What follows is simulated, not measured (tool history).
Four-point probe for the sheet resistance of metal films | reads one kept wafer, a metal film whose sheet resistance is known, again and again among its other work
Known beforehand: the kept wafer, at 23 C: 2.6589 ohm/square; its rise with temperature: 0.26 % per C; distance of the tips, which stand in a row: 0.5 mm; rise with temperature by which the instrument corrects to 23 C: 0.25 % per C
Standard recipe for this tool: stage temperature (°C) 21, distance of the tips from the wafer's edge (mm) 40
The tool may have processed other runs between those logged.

run	hour	stage temperature (°C)	distance of the tips from the wafer's edge (mm)	sheet resistance as the instrument gives it (ohm/square)
1	0.0	21	40	2.686450
2	29.4	21	40	2.687027
3	64.1	28	40	2.689361
4	99.7	28	40	2.689890
5	131.3	21	40	2.688792
6	156.2	21	16	2.690136
7	192.2	19	40	2.689211
8	213.0	19	40	2.689585
9	229.1	19	40	2.689694
10	256.8	19	40	2.689644
11	282.8	21	10	2.693578
12	310.5	21	10	2.694523
13	331.6	21	28	2.692453
14	371.5	20	12	2.696104
15	407.4	21	22	2.695230
16	444.1	24	25	2.696274
17	483.1	28	8	2.703587
18	504.5	34	17	2.696960
19	539.9	30	47	2.695859
20	564.5	26	4	2.717281
21	580.3	20	16	2.695000
22	616.3	27	16	2.696615
23	649.1	27	16	2.697714
24	671.1	23	8	2.701685
25	697.6	21	34	2.695659
26	719.9	21	34	2.695781

Taken out of this log: 2 entries between the listed runs. Where each belongs, and how the hidden state differs across it:
Run 13 -> run 14: stage's thermometer calibrated (hour 335.6)
  inner tips' distance over the nominal, %: 1.084 -> 1.103; tips' flats over new ones', %: 44 -> 46; wafer's true temperature over the reading, C: 0.29 -> 0.47
  measured minus no-state result, sheet resistance as the instrument gives it (ohm/square): +0.033242 -> +0.035167
Run 17 -> run 18: stage's thermometer calibrated, once more (hour 495.1)
  inner tips' distance over the nominal, %: 1.163 -> 1.175; tips' flats over new ones', %: 52 -> 53; wafer's true temperature over the reading, C: 0.5 -> 0
  measured minus no-state result, sheet resistance as the instrument gives it (ohm/square): +0.037075 -> +0.033912

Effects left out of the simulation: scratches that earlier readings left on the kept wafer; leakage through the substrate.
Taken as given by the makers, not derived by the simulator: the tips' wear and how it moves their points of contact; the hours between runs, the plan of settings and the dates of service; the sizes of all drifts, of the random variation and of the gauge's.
